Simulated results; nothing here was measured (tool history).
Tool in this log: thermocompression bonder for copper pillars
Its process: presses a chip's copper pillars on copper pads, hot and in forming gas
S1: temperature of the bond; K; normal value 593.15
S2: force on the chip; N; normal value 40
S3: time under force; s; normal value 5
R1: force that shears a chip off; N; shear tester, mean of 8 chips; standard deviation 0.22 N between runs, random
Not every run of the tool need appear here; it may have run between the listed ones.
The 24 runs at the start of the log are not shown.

run 25 day=8.588 | S1=594.15 S2=46 S3=5 | R1=58.7
run 26 day=8.862 | S1=594.15 S2=46 S3=5 | R1=58.6
run 27 day=9.167 | S1=594.15 S2=30 S3=9 | R1=57.8
run 28 day=9.654 | S1=616.15 S2=36 S3=5 | R1=59.4
run 29 day=10.171 | S1=573.15 S2=27 S3=6 | R1=41.2
run 30 day=10.688 | S1=621.15 S2=27 S3=8 | R1=61.9
run 31 day=11.092 | S1=621.15 S2=27 S3=8 | R1=61.4
run 32 day=11.338 | S1=621.15 S2=27 S3=8 | R1=62
run 33 day=11.617 | S1=621.15 S2=27 S3=8 | R1=61.4
run 34 day=12.1 | S1=582.15 S2=40 S3=13 | R1=65.7

Branching from run 34: 4 alternative next runs. What would each branch give?
run A day=12.338 | S1=600.15 S2=40 S3=13 | R1=?
run B day=12.338 | S1=593.15 S2=50 S3=9 | R1=?
run C day=12.338 | S1=578.15 S2=34 S3=5 | R1=?
run D day=12.338 | S1=623.15 S2=53 S3=14 | R1=?

run=A R1=71.6
run=B R1=68.6
run=C R1=45
run=D R1=83.3
The same runs, with their run-to-run variation unchanged, on a tool lacking any hidden condition would have given:
run=A R1=74.6
run=B R1=71.5
run=C R1=46.9
run=D R1=86.7

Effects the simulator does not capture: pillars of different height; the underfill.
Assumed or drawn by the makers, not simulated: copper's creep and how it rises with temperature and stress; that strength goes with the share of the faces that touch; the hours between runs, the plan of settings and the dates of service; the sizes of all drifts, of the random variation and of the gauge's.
